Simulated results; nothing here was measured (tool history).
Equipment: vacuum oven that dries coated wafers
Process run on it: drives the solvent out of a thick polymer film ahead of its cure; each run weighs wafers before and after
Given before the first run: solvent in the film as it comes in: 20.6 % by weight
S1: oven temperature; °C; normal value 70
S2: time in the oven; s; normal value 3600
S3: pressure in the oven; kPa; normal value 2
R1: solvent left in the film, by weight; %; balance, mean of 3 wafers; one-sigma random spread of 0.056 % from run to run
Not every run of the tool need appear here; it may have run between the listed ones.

Run 1, hour 0: usual settings. Result: R1 6.14 %.
Run 2, hour 14.9: usual settings. Result: R1 6.19 %.
Run 3, hour 21.9: usual settings but S3 5.15 kPa. Result: R1 8.33 %.
Run 4, hour 35.9: usual settings. Result: R1 6.13 %.
Run 5, hour 45.7: usual settings. Result: R1 6.01 %.
Run 6, hour 53.1: usual settings but S3 6.69 kPa. Result: R1 9.36 %.
Run 7, hour 68.8: usual settings. Result: R1 6.1 %.
Run 8, hour 77.6: usual settings. Result: R1 6.16 %.
Run 9, hour 92.1: usual settings. Result: R1 6.28 %.
Run 10, hour 107.7: usual settings. Result: R1 6.13 %.
Run 11, hour 117.7: usual settings but S3 1.64 kPa. Result: R1 5.89 %.
Run 12, hour 129: usual settings but S3 1.64 kPa. Result: R1 5.93 %.
Run 13, hour 139.6: usual settings but S2 5400 s, S3 3.32 kPa. Result: R1 5.1 %.
Run 14, hour 154.4: usual settings but S1 72 °C. Result: R1 5.44 %.
Run 15, hour 164.8: usual settings but S2 2580 s, S3 1.01 kPa. Result: R1 7.39 %.
Run 16, hour 173.2: usual settings but S2 2580 s, S3 1.01 kPa. Result: R1 7.39 %.
Run 17, hour 180.4: usual settings but S2 2580 s, S3 1.01 kPa. Result: R1 7.35 %.
Run 18, hour 188.4: usual settings but S2 2580 s, S3 4.05 kPa. Result: R1 9.22 %.
Run 19, hour 197.2: usual settings but S2 2580 s, S3 4.05 kPa. Result: R1 9.32 %.
Run 20, hour 212.1: usual settings but S1 79 °C, S2 2220 s, S3 3.12 kPa. Result: R1 6.17 %.
Run 21, hour 226.1: usual settings but S1 79 °C, S2 2220 s, S3 3.12 kPa. Result: R1 6.21 %.
Run 22, hour 240.2: usual settings but S1 57 °C, S2 2400 s, S3 3.58 kPa. Result: R1 13.86 %.

Predict each of these 5 candidate next runs independently; none follows another, all start after run 22:
Run A, hour 248.6: usual settings but S1 56 °C, S2 2520 s, S3 2.78 kPa. Result: R1 ?.
Run B, hour 248.6: usual settings but S2 2160 s. Result: R1 ?.
Run C, hour 248.6: usual settings but S1 78 °C, S2 5940 s. Result: R1 ?.
Run D, hour 248.6: usual settings but S2 2460 s. Result: R1 ?.
Run E, hour 248.6: usual settings but S2 5580 s. Result: R1 ?.

run     R1
  A  13.64
  B   8.91
  C   1.92
  D   8.28
  E   4.02
With no hidden state in the tool, these same runs would have given:
run     R1
  A  13.64
  B   8.92
  C   1.92
  D   8.29
  E   4.03
